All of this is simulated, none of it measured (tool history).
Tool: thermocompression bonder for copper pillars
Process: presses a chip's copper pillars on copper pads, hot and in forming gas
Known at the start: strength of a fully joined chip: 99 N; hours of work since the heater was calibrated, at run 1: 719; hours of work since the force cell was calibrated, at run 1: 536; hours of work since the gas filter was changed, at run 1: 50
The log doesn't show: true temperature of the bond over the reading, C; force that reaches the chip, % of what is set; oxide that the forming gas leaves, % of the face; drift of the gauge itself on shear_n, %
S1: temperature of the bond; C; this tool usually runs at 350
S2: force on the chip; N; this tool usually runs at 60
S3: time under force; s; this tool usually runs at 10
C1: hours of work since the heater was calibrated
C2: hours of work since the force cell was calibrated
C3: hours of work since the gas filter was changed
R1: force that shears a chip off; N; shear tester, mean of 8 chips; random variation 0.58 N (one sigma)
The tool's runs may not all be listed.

run	hour	S1	S2	S3	C1	C2	C3	R1
1	0.0	350	60	10	719	536	50	41.6
2	26.4	350	60	10	737	553	67	40.4
3	46.0	350	60	10	750	566	80	42.0
4	68.8	350	60	11	765	581	95	42.3
# hour 93.2: heater calibrated with a thermocouple chip
5	104.1	350	60	11	7	603	117	45.0
6	124.4	350	60	11	20	616	130	44.9
7	155.5	346	60	10	41	637	150	41.1
8	175.2	346	60	10	54	650	163	41.2
9	215.1	350	71	25	80	676	189	62.2
# hour 219.7: force cell calibrated
# hour 240.5: forming gas filter changed
10	247.6	340	41	27	100	18	5	46.7

Estimate the outcome of run 11 from the log above:
11	270.5	355	40	10	115	33	20	?

{"run 11": {"R1": 37.5}}
Take away the tool's hidden state, keep the run-to-run variation as it was, and the same run would have given R1 37.3 N.

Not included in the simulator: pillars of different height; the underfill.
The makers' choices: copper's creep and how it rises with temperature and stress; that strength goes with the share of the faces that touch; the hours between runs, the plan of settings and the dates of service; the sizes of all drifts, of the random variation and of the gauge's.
